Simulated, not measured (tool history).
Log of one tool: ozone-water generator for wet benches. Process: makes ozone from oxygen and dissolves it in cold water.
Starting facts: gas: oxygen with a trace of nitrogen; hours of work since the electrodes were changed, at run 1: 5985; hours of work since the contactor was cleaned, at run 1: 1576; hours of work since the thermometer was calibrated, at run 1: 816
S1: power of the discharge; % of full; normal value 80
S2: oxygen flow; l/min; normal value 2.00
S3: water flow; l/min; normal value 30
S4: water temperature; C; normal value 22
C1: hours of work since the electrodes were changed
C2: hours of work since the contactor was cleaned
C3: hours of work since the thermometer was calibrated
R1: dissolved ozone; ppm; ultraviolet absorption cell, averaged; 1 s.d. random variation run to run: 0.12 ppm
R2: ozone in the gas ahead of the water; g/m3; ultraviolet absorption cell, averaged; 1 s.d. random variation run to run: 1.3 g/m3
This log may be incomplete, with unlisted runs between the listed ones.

run    hour   S1    S2  S3  S4    C1    C2    C3    R1     R2
  1     0.0   80  2.00  30  22  5985  1576   816   8.8  210.9
  2   155.1   80  2.00  30  22  6130  1721   961   8.7  208.1
  3   231.6   80  2.00  30  22  6202  1792  1032   8.8  207.5
  4   379.7   80  2.00  30  22  6340  1930  1170   8.8  206.1
  5   461.5   80  2.00  30  22  6416  2007  1247   8.8  209.2
  6   589.2   80  2.00  30  22  6535  2126  1366   8.7  210.8
  7   762.6   80  2.00  30  22  6697  2288  1528   8.6  206.4
  8   873.8   40  2.00  30  22  6801  2392  1632   5.4  125.0
  9   989.9   40  2.00  30  22  6910  2500  1740   5.3  126.0
 10  1076.9   40  2.00  30  22  6991  2582  1822   5.2  125.8
 11  1186.5   40  2.00  30  22  7094  2684  1924   5.1  126.3
 12  1355.2   80  2.00  30  22  7251  2842  2082   8.6  204.4
 13  1452.8   80  2.00  30  22  7342  2933  2173   8.4  201.7
 14  1535.1   80  2.00  30  22  7419  3010  2250   8.4  202.8
 15  1705.2   80  2.00  44  22  7578  3169  2409   5.5  201.4
 16  1880.8   80  2.00  41  22  7742  3333  2573   6.0  200.8
 17  2018.7   47  2.00  25  20  7871  3461  2702   7.2  139.1
 18  2146.7   80  2.00  20  22  7991  3581  2821  12.8  198.5
 19  2271.6   59  2.00  20  16  8107  3698  2938  10.7  163.2
 20  2415.6  100  2.02  30  22  8242  3832  3072   9.9  231.2
 21  2550.3   87  1.27  21  20  8368  3958  3198  11.2  262.9
 22  2654.7   87  1.27  21  20  8465  4056  3296  11.1  262.6
 23  2817.5   80  2.00  30  20  8617  4208  3448   8.5  197.4
 24  2952.9   41  1.13  34  22  8744  4334  3574   3.8  166.5
 25  3093.9   55  2.28  30  16  8875  4466  3706   6.9  141.4
 26  3213.6   65  2.28  30  24  8987  4578  3818   7.2  159.0
 27  3340.9   67  2.02  29  22  9106  4697  3937   7.5  171.6
 28  3466.2   94  3.00  30  25  9223  4814  4054  10.0  177.8
 29  3578.7   59  2.00  30  22  9328  4919  4159   6.4  158.0
 30  3730.0   80  3.26  32  22  9470  5060  4300   8.4  149.9
 31  3852.1   83  3.26  22  22  9584  5174  4414  12.4  155.4
 32  4018.4   40  1.83  30  26  9739  5330  4570   4.9  126.2

Branching from run 32: 4 alternative next runs. What would each branch give?
  A  4095.9  99  1.82  30  24  9811  5402  4642   ?   ?
  B  4095.9  40  1.83  30  18  9811  5402  4642   ?   ?
  C  4095.9  90  1.83  20  14  9811  5402  4642   ?   ?
  D  4095.9  80  1.93  29  18  9811  5402  4642   ?   ?

run    R1     R2
  A   9.0  228.4
  B   5.0  127.0
  C  13.6  216.6
  D   8.3  195.3
With no hidden state in the tool, these same runs would have given:
run    R1     R2
  A  11.7  293.7
  B   5.7  142.8
  C  17.3  274.4
  D  10.5  243.1

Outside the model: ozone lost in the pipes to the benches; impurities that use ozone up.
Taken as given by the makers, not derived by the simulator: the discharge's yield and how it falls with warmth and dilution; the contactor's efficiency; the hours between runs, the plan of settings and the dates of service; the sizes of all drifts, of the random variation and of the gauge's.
